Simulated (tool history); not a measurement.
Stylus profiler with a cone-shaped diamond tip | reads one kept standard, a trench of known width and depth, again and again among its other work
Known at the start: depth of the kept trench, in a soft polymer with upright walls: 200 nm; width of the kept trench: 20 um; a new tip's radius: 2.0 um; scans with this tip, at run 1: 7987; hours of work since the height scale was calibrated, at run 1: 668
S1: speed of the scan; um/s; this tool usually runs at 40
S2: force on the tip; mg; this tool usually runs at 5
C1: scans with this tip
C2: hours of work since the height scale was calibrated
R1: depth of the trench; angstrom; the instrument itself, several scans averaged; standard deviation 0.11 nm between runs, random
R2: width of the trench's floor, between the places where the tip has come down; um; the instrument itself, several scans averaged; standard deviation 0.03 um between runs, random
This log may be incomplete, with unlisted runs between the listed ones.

run	hour	S1	S2	C1	C2	R1	R2
1	0	40	5	7987	668	2050.3	18.14
2	24.9	40	5	8200	686	2052.5	18.17
3	46.6	40	5	8386	701	2051.8	18.19
4	58.3	40	1.93	8486	710	2029.7	18.1
5	69.9	40	1.93	8585	718	2028.2	18.11
6	85	40	6.98	8715	729	2064.6	18.19
7	110.8	42	6.98	8936	747	2065.2	18.15
8	127.3	48	5	9077	759	2053	18.16
9	154.3	48	7.63	9308	779	2069.5	18.19
10	177.9	40	5	9511	795	2052.2	18.13
11	201.7	40	5	9715	813	2050.5	18.2
12	225.1	40	3.08	9915	829	2036.7	18.13
13	240.3	63	5	10045	840	2051.6	18.09
14	254	21	5	10163	850	2052	18.23
15	268.5	84	13.05	10287	860	2100.7	18.1
16	281.7	14	4.11	10400	870	2043.9	18.18

Expected results for the next run?
17	305.4	14	4.11	10603	887	?	?

Run 17 yielded R1 2048.3 angstrom, R2 18.28 um.
With no hidden state in the tool, this same run would have given R1 2048.4 angstrom, R2 18.29 um.
